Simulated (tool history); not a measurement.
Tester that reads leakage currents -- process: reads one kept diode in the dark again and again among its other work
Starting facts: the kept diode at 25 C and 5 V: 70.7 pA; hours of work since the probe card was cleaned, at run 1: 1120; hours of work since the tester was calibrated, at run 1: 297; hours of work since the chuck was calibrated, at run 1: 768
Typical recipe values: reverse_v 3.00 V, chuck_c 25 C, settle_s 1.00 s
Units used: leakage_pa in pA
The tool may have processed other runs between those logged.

run,hour,reverse_v,chuck_c,settle_s,hours of work since the probe card was cleaned,hours of work since the tester was calibrated,hours of work since the chuck was calibrated,leakage_pa
1,0.0,3.00,25,1.00,1120,297,768,62.38
2,37.3,3.00,25,1.00,1136,313,784,62.41
3,56.7,3.00,25,3.14,1144,322,793,61.99
4,96.3,3.00,25,3.14,1162,339,810,62.26
5,116.5,3.00,25,0.69,1171,348,819,62.28
6,152.3,3.00,41,0.69,1186,364,835,193.51
7,175.1,3.00,41,0.69,1196,374,845,194.78
8,212.4,3.00,41,0.69,1213,390,861,194.79
# hour 216.4: chuck's temperature calibrated
9,235.9,3.00,41,0.69,1222,399,9,198.92
10,268.8,3.00,41,0.69,1237,414,23,199.11
11,297.5,3.00,25,1.00,1249,426,36,64.23
12,315.3,15.36,25,1.00,1257,434,43,125.81
13,354.0,2.54,25,1.00,1274,451,60,60.13
14,380.8,2.54,25,1.00,1286,463,72,60.47
15,402.7,3.00,25,1.09,1295,472,82,64.60
16,431.7,2.51,25,0.95,1308,485,94,60.04
# hour 462.7: chuck's temperature calibrated, once more
17,469.6,5.66,29,1.82,1324,501,3,104.39
18,501.4,5.66,38,1.82,1338,515,17,195.83
19,527.5,12.53,49,1.00,1349,526,28,556.49
# hour 533.4: probe card cleaned and baked
20,555.1,6.57,52,5.25,10,537,39,520.30
21,577.1,6.57,33,5.25,19,547,49,143.28
22,600.3,6.57,33,5.25,29,557,59,143.61

What if the next run were any one of these 4? Each begins from the tool's condition after run 22:
A,635.3,4.07,30,4.76,45,572,74,?
B,635.3,5.64,45,2.41,45,572,74,?
C,635.3,1.30,46,4.66,45,572,74,?
D,635.3,2.34,24,2.06,45,572,74,?

run,leakage_pa
A,96.13
B,311.06
C,190.51
D,49.87
With no hidden state in the tool, these same runs would have given:
run,leakage_pa
A,95.04
B,307.87
C,188.62
D,49.28

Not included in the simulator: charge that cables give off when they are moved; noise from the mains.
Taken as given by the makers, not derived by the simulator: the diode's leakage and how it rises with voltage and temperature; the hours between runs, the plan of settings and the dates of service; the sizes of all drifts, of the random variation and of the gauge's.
